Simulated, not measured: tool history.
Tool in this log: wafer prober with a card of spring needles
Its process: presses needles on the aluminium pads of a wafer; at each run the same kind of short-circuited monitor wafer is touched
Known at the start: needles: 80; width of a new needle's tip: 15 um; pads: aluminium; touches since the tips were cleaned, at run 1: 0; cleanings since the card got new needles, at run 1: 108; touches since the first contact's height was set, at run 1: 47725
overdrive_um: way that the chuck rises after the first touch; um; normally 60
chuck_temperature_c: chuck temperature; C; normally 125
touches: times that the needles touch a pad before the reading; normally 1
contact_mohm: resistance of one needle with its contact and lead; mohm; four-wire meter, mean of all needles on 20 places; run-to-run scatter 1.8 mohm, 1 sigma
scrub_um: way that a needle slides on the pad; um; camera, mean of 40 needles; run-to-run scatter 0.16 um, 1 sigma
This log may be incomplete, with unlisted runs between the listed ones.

run	day	overdrive_um	chuck_temperature_c	touches	touches since the tips were cleaned	cleanings since the card got new needles	touches since the first contact's height was set	contact_mohm	scrub_um
1	0.000	60	125	1	0	108	47725	195	14.60
# day 0.275: tips cleaned on abrasive film
# day 0.612: tips cleaned on abrasive film
# day 0.954: tips cleaned on abrasive film
2	1.142	60	59	1	1472	111	56685	200	14.82
# day 1.279: tips cleaned on abrasive film
# day 1.554: tips cleaned on abrasive film
# day 1.883: tips cleaned on abrasive film
3	1.979	60	125	1	747	114	63242	203	14.51
# day 2.183: tips cleaned on abrasive film
# day 2.525: tips cleaned on abrasive film
# day 2.729: tips cleaned on abrasive film, once more
4	2.767	60	125	1	281	117	69409	200	14.52
# day 3.042: tips cleaned on abrasive film
# day 3.388: tips cleaned on abrasive film
5	3.508	60	125	3	967	119	75232	198	14.11
# day 3.708: tips cleaned on abrasive film
# day 4.054: tips cleaned on abrasive film
# day 4.396: tips cleaned on abrasive film
6	4.654	43	125	1	2055	122	84242	235	10.16
# day 4.725: tips cleaned on abrasive film
# day 5.071: tips cleaned on abrasive film
7	5.238	60	125	1	1346	124	88826	211	14.38
# day 5.379: tips cleaned on abrasive film
# day 5.712: tips cleaned on abrasive film
# day 6.058: tips cleaned on abrasive film
# day 6.400: tips cleaned on abrasive film
8	6.467	60	125	1	528	128	98449	207	14.25
# day 6.742: tips cleaned on abrasive film
# day 7.088: tips cleaned on abrasive film
# day 7.425: tips cleaned on abrasive film
9	7.583	60	125	1	1251	131	107216	208	14.18
# day 7.721: tips cleaned on abrasive film
# day 8.067: tips cleaned on abrasive film
# day 8.400: tips cleaned on abrasive film
10	8.442	60	125	1	317	134	113940	201	13.92
# day 8.708: tips cleaned on abrasive film
# day 9.038: tips cleaned on abrasive film
# day 9.383: tips cleaned on abrasive film
# day 9.712: tips cleaned on abrasive film
11	9.862	60	125	1	1210	138	125117	209	13.96
# day 10.004: tips cleaned on abrasive film
# day 10.346: tips cleaned on abrasive film
# day 10.625: tips cleaned on abrasive film
12	10.875	60	125	1	2013	141	133065	218	14.18
# day 10.942: tips cleaned on abrasive film
# day 11.271: tips cleaned on abrasive film
# day 11.617: tips cleaned on abrasive film
# day 11.942: tips cleaned on abrasive film
13	12.117	60	125	1	1387	145	142791	211	13.83
# day 12.258: tips cleaned on abrasive film
# day 12.583: tips cleaned on abrasive film
# day 12.921: tips cleaned on abrasive film
# day 13.233: tips cleaned on abrasive film
14	13.233	66	125	1	0	149	151515	196	15.63
# day 13.575: tips cleaned on abrasive film
# day 13.921: tips cleaned on abrasive film
# day 14.258: tips cleaned on abrasive film
15	14.454	61	102	1	1562	152	161142	211	13.92
# day 14.596: tips cleaned on abrasive film
# day 14.929: tips cleaned on abrasive film
16	15.108	60	31	1	1414	154	166260	200	13.67
# day 15.250: tips cleaned on abrasive film
# day 15.592: tips cleaned on abrasive film
# day 15.938: tips cleaned on abrasive film
17	16.138	78	33	1	1611	157	174345	190	18.05
# day 16.279: tips cleaned on abrasive film
# day 16.621: tips cleaned on abrasive film
# day 16.900: tips cleaned on abrasive film
# day 17.242: tips cleaned on abrasive film
# day 17.517: tips cleaned on abrasive film
18	17.575	78	33	1	448	162	185584	182	18.05
# day 17.850: tips cleaned on abrasive film
# day 18.154: tips cleaned on abrasive film
19	18.154	60	66	3	0	164	190133	186	13.34
# day 18.429: tips cleaned on abrasive film
# day 18.708: tips cleaned on abrasive film
# day 19.050: tips cleaned on abrasive film
# day 19.379: tips cleaned on abrasive film
20	19.554	60	66	1	1396	168	201123	207	13.59
# day 19.696: tips cleaned on abrasive film
# day 20.029: tips cleaned on abrasive film
21	20.200	60	66	1	1331	170	206174	201	13.54
# day 20.338: tips cleaned on abrasive film
# day 20.671: tips cleaned on abrasive film
22	20.908	56	66	1	1872	172	211746	216	12.30
# day 20.979: tips cleaned on abrasive film
# day 21.312: tips cleaned on abrasive film
# day 21.658: tips cleaned on abrasive film
# day 21.933: tips cleaned on abrasive film
23	22.196	60	32	1	2090	176	221851	204	13.25
# day 22.262: tips cleaned on abrasive film
# day 22.608: tips cleaned on abrasive film
# day 22.950: tips cleaned on abrasive film
# day 23.292: tips cleaned on abrasive film
24	23.417	63	44	1	968	180	231408	194	13.72
# day 23.562: height of the first contact set anew
# day 23.638: tips cleaned on abrasive film
# day 23.912: tips cleaned on abrasive film
# day 24.254: tips cleaned on abrasive film
25	24.488	60	113	1	1848	183	7243	215	14.78
# day 24.558: tips cleaned on abrasive film
# day 24.892: tips cleaned on abrasive film
# day 25.233: tips cleaned on abrasive film
# day 25.562: tips cleaned on abrasive film
# day 25.904: tips cleaned on abrasive film
26	25.925	47	100	1	184	188	18502	202	11.57
# day 26.200: tips cleaned on abrasive film
# day 26.542: tips cleaned on abrasive film
27	26.592	47	100	1	429	190	23745	208	11.78
# day 26.871: tips cleaned on abrasive film
# day 27.212: tips cleaned on abrasive film
# day 27.554: tips cleaned on abrasive film
28	27.683	47	100	1	1011	193	32301	217	11.77

Alternative continuations, all from the tool just after run 28; predict every row:
# day 27.892: tips cleaned on abrasive film
# day 28.233: tips cleaned on abrasive film
A	28.292	67	100	2	476	195	37083	?	?
# day 27.892: tips cleaned on abrasive film
# day 28.233: tips cleaned on abrasive film
B	28.292	44	31	1	476	195	37083	?	?
# day 27.892: tips cleaned on abrasive film
# day 28.233: tips cleaned on abrasive film
C	28.292	74	33	1	476	195	37083	?	?
# day 27.892: tips cleaned on abrasive film
# day 28.233: tips cleaned on abrasive film
D	28.292	60	102	1	476	195	37083	?	?

run	contact_mohm	scrub_um
A	193	16.47
B	198	10.58
C	183	18.36
D	200	14.73
Take away the tool's hidden state, keep each run's random variation, and the runs would have read:
run	contact_mohm	scrub_um
A	186	16.75
B	178	10.87
C	174	18.65
D	189	15.02
